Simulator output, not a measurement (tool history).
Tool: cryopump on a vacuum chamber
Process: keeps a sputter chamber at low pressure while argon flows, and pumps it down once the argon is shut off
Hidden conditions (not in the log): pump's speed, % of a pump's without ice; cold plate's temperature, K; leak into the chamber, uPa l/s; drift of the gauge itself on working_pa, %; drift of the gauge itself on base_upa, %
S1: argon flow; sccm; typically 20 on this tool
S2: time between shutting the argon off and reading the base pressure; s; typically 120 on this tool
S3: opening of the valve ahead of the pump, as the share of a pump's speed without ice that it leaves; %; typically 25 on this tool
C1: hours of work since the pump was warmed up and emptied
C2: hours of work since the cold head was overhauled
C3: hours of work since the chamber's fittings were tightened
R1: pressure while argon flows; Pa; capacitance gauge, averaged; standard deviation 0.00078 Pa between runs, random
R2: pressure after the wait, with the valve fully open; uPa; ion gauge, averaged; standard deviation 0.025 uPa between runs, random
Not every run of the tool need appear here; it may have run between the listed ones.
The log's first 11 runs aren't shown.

run,hour,S1,S2,S3,C1,C2,C3,R1,R2
12,183.9,20,120,25,110,110,2595,0.1546,3.90
13,201.5,20,120,25,121,121,2606,0.1556,4.03
14,219.4,20,50,25,132,132,2617,0.1553,5.04
15,235.4,20,27,25,141,141,2626,0.1549,6.56
16,246.6,20,27,25,148,148,2633,0.1566,6.69
17,260.2,20,27,25,156,156,2641,0.1571,6.77
18,281.6,37,222,52,169,169,2654,0.1469,3.90
19,304.2,20,120,31,182,182,2667,0.1296,4.37
20,315.7,20,120,31,189,189,2674,0.1302,4.53
21,334.5,8,120,17,200,200,2685,0.0922,4.54
22,350.6,8,120,17,210,210,2695,0.0914,4.65
23,367.2,26,35,42,220,220,2705,0.1289,6.37

Run 24 comes next. What will it give?
24,378.4,26,35,42,227,227,2712,?,?

{"run 24": {"R1": 0.1299, "R2": 6.55}}
If the tool had no hidden condition, the same run with the same run-to-run variation would have returned R1 0.1158 Pa, R2 2.86 uPa.
